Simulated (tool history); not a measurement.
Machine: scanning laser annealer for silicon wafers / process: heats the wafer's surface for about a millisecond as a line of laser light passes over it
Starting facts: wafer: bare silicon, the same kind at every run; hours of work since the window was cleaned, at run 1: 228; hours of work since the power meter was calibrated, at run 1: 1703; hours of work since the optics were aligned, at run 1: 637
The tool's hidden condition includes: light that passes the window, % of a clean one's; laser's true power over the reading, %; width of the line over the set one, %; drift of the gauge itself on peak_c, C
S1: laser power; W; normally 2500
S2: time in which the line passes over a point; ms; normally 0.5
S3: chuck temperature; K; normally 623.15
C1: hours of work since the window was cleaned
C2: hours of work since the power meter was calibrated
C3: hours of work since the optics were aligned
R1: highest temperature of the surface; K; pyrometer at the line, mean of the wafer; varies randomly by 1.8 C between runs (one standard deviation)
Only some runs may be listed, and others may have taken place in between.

| run | hour | S1 | S2 | S3 | C1 | C2 | C3 | R1 |
|---|---|---|---|---|---|---|---|---|
| 1 | 0 | 2500 | 0.5 | 623.15 | 228 | 1703 | 637 | 1324.15 |
| 2 | 44.6 | 2500 | 0.5 | 623.15 | 260 | 1736 | 669 | 1323.15 |
| 3 | 85.1 | 2500 | 0.5 | 623.15 | 289 | 1765 | 699 | 1321.15 |
| 4 | 129.5 | 2500 | 0.5 | 623.15 | 321 | 1797 | 731 | 1327.15 |
| 5 | 212.7 | 2500 | 0.5 | 623.15 | 382 | 1857 | 791 | 1324.15 |
| 6 | 276 | 2500 | 0.5 | 623.15 | 427 | 1903 | 836 | 1324.15 |
| 7 | 339.4 | 2500 | 0.5 | 623.15 | 473 | 1949 | 882 | 1323.15 |
| 8 | 394.2 | 2500 | 0.5 | 623.15 | 513 | 1988 | 922 | 1326.15 |
| 9 | 480 | 2500 | 0.542 | 619.15 | 574 | 2050 | 984 | 1346.15 |
|  | 528.7 | window over the wafer cleaned |
| 10 | 559.9 | 2500 | 0.542 | 619.15 | 23 | 2106 | 1040 | 1344.15 |
|  | 601.7 | optics aligned, line set to its width |
| 11 | 637 | 2416 | 0.538 | 654.15 | 75 | 2158 | 25 | 1350.15 |
| 12 | 720.5 | 2139 | 0.363 | 643.15 | 135 | 2219 | 86 | 1136.15 |
| 13 | 782.1 | 2139 | 0.533 | 662.15 | 179 | 2263 | 130 | 1253.15 |
| 14 | 837.7 | 2139 | 0.533 | 662.15 | 219 | 2303 | 170 | 1253.15 |
| 15 | 885.3 | 2371 | 0.582 | 650.15 | 254 | 2338 | 205 | 1352.15 |
| 16 | 957.7 | 2371 | 0.582 | 650.15 | 306 | 2390 | 257 | 1352.15 |

Branching from run 16: 4 alternative next runs. What would each branch give?
| A | 1032.5 | 2371 | 0.582 | 601.15 | 360 | 2444 | 311 | ? |
| B | 1032.5 | 2230 | 0.568 | 619.15 | 360 | 2444 | 311 | ? |
| C | 1032.5 | 2371 | 0.582 | 627.15 | 360 | 2444 | 311 | ? |
| D | 1032.5 | 2135 | 0.386 | 592.15 | 360 | 2444 | 311 | ? |

| run | R1 |
|---|---|
| A | 1304.15 |
| B | 1257.15 |
| C | 1329.15 |
| D | 1103.15 |
With the hidden condition removed and each run's random variation left untouched, the same runs would have given:
| run | R1 |
|---|---|
| A | 1304.15 |
| B | 1258.15 |
| C | 1330.15 |
| D | 1103.15 |
